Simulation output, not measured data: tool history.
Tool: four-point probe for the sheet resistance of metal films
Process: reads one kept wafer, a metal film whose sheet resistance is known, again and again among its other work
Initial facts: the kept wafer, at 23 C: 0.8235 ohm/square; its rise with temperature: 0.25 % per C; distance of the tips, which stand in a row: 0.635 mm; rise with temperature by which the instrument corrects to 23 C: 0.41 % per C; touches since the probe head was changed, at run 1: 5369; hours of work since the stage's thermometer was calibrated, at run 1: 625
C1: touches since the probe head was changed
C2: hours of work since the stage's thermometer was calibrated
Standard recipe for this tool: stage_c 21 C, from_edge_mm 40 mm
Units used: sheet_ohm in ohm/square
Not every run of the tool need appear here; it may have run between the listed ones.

{"run": 1, "hour": 0.0, "stage_c": 21, "from_edge_mm": 40, "C1": 5369, "C2": 625, "sheet_ohm": 0.825398}
{"run": 2, "hour": 41.9, "stage_c": 19, "from_edge_mm": 40, "C1": 6608, "C2": 643, "sheet_ohm": 0.828006}
{"run": 3, "hour": 82.9, "stage_c": 20, "from_edge_mm": 40, "C1": 7821, "C2": 662, "sheet_ohm": 0.826568}
{"run": 4, "hour": 130.9, "stage_c": 21, "from_edge_mm": 8, "C1": 9243, "C2": 683, "sheet_ohm": 0.828154}
{"run": 5, "hour": 156.9, "stage_c": 21, "from_edge_mm": 8, "C1": 10013, "C2": 694, "sheet_ohm": 0.827973}
{"run": 6, "hour": 176.8, "stage_c": 21, "from_edge_mm": 4, "C1": 10603, "C2": 703, "sheet_ohm": 0.836277}
{"run": 7, "hour": 209.2, "stage_c": 21, "from_edge_mm": 13, "C1": 11560, "C2": 718, "sheet_ohm": 0.826433}
{"run": 8, "hour": 251.4, "stage_c": 21, "from_edge_mm": 13, "C1": 12809, "C2": 736, "sheet_ohm": 0.826178}
{"run": 9, "hour": 273.3, "stage_c": 21, "from_edge_mm": 13, "C1": 13458, "C2": 746, "sheet_ohm": 0.826653}
{"run": 10, "hour": 320.6, "stage_c": 30, "from_edge_mm": 22, "C1": 14856, "C2": 767, "sheet_ohm": 0.814496}

Forecast run 11:
{"run": 11, "hour": 361.3, "stage_c": 18, "from_edge_mm": 6, "C1": 16061, "C2": 785, "sheet_ohm": "?"}

Run 11 produced sheet_ohm 0.833992 ohm/square.
Without the tool's hidden state the same run would have given sheet_ohm 0.834948 ohm/square.

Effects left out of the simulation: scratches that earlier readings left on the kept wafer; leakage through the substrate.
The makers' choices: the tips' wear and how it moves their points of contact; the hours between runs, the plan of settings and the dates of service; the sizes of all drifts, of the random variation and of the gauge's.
